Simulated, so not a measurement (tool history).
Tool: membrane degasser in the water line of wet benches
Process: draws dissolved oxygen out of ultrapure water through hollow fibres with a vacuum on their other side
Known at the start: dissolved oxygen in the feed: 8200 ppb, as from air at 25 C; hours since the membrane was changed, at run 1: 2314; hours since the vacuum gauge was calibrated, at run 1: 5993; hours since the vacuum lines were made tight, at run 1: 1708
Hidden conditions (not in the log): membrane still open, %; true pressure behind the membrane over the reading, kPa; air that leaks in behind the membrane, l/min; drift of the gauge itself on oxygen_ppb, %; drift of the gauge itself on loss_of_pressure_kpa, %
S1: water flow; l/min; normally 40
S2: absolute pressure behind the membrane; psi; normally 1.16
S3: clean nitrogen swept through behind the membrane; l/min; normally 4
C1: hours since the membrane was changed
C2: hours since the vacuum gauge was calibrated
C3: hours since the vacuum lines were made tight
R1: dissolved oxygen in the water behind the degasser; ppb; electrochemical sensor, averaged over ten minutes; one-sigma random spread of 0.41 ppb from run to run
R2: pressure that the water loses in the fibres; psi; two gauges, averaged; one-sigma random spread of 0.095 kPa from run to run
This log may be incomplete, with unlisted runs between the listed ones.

run 1 hour=0 | S1=40 S2=1.16 S3=4 | C1=2314 C2=5993 C3=1708 | R1=114.6 R2=4.202
run 2 hour=61.3 | S1=40 S2=1.16 S3=4 | C1=2375 C2=6055 C3=1770 | R1=115 R2=4.212
run 3 hour=114.3 | S1=40 S2=1.16 S3=4 | C1=2428 C2=6108 C3=1823 | R1=114.6 R2=4.205
run 4 hour=162.7 | S1=40 S2=1.16 S3=4 | C1=2477 C2=6156 C3=1871 | R1=114.7 R2=4.237
run 5 hour=225.4 | S1=40 S2=1.16 S3=4 | C1=2539 C2=6219 C3=1934 | R1=114.4 R2=4.266
run 6 hour=272.3 | S1=40 S2=1.16 S3=4 | C1=2586 C2=6266 C3=1981 | R1=115 R2=4.237
run 7 hour=341.9 | S1=40 S2=1.011 S3=4 | C1=2656 C2=6335 C3=2050 | R1=91 R2=4.241
run 8 hour=382.2 | S1=40 S2=1.011 S3=4 | C1=2696 C2=6376 C3=2091 | R1=91.3 R2=4.219
run 9 hour=413.1 | S1=39 S2=1.011 S3=4 | C1=2727 C2=6406 C3=2121 | R1=88.6 R2=4.134
run 10 hour=450.3 | S1=39 S2=1.011 S3=4 | C1=2764 C2=6444 C3=2159 | R1=88.8 R2=4.144
run 11 hour=484.9 | S1=39 S2=1.011 S3=4 | C1=2799 C2=6478 C3=2193 | R1=89.1 R2=4.129
run 12 hour=521.4 | S1=54 S2=1.16 S3=4 | C1=2835 C2=6515 C3=2230 | R1=161 R2=5.719
run 13 hour=584.9 | S1=54 S2=1.16 S3=4 | C1=2899 C2=6578 C3=2293 | R1=161.1 R2=5.758
run 14 hour=624.9 | S1=54 S2=1.16 S3=4 | C1=2939 C2=6618 C3=2333 | R1=160.3 R2=5.751
run 15 hour=659.8 | S1=54 S2=1.16 S3=4 | C1=2974 C2=6653 C3=2368 | R1=160.8 R2=5.732
run 16 hour=729.4 | S1=54 S2=1.16 S3=2.3 | C1=3043 C2=6723 C3=2438 | R1=253.3 R2=5.742
run 17 hour=768.1 | S1=36 S2=1.16 S3=8.6 | C1=3082 C2=6761 C3=2476 | R1=50.7 R2=3.814
run 18 hour=822.6 | S1=31 S2=1.298 S3=8.6 | C1=3137 C2=6816 C3=2531 | R1=51.3 R2=3.295
run 19 hour=870.6 | S1=31 S2=1.298 S3=8.6 | C1=3185 C2=6864 C3=2579 | R1=51.1 R2=3.307
run 20 hour=926.2 | S1=36 S2=2.294 S3=3.55 | C1=3240 C2=6920 C3=2635 | R1=294.9 R2=3.858
run 21 hour=980.9 | S1=40 S2=1.16 S3=2.4 | C1=3295 C2=6974 C3=2689 | R1=180.6 R2=4.266
run 22 hour=1029.1 | S1=40 S2=1.16 S3=2.4 | C1=3343 C2=7022 C3=2737 | R1=180.5 R2=4.292
run 23 hour=1070.7 | S1=27 S2=1.16 S3=2.4 | C1=3385 C2=7064 C3=2779 | R1=125.5 R2=2.904
run 24 hour=1135.5 | S1=52 S2=2.748 S3=6.27 | C1=3449 C2=7129 C3=2844 | R1=311 R2=5.561
run 25 hour=1172.5 | S1=27 S2=1.981 S3=3.25 | C1=3486 C2=7166 C3=2881 | R1=202.5 R2=2.904
run 26 hour=1207.2 | S1=28 S2=1.981 S3=3.25 | C1=3521 C2=7201 C3=2916 | R1=210.1 R2=2.995
run 27 hour=1273.4 | S1=35 S2=2.867 S3=2.68 | C1=3587 C2=7267 C3=2982 | R1=478.2 R2=3.756
run 28 hour=1306.2 | S1=35 S2=2.867 S3=2.68 | C1=3620 C2=7300 C3=3015 | R1=476.4 R2=3.748
run 29 hour=1351.4 | S1=35 S2=2.867 S3=2.68 | C1=3665 C2=7345 C3=3060 | R1=476.2 R2=3.736
run 30 hour=1382.4 | S1=40 S2=2.566 S3=4.85 | C1=3696 C2=7376 C3=3091 | R1=279.8 R2=4.324
run 31 hour=1414.1 | S1=40 S2=2.566 S3=4.85 | C1=3728 C2=7407 C3=3122 | R1=277.8 R2=4.312
run 32 hour=1454.2 | S1=40 S2=2.632 S3=4.85 | C1=3768 C2=7448 C3=3163 | R1=288.9 R2=4.29

For some of the steps in R2 from one run to the next: how much would appear even if the tool had no hidden state, given the settings, what came in and random variation, and how much remains for the hidden state plus any gauge scatter that the measured result and the result without hidden state don't share?
Run 16 -> 17: S1 54 -> 36, S3 2.3 -> 8.6. R2 -1.928 psi: hidden state -0.02, all else -1.907.
Run 22 -> 23: S1 40 -> 27. R2 -1.388 psi: hidden state -0.022, all else -1.366.
Run 23 -> 24: S1 27 -> 52, S2 1.16 -> 2.748, S3 2.4 -> 6.27. R2 +2.657 psi: hidden state +0.051, all else +2.606.
Run 24 -> 25: S1 52 -> 27, S2 2.748 -> 1.981, S3 6.27 -> 3.25. R2 -2.657 psi: hidden state -0.046, all else -2.611.
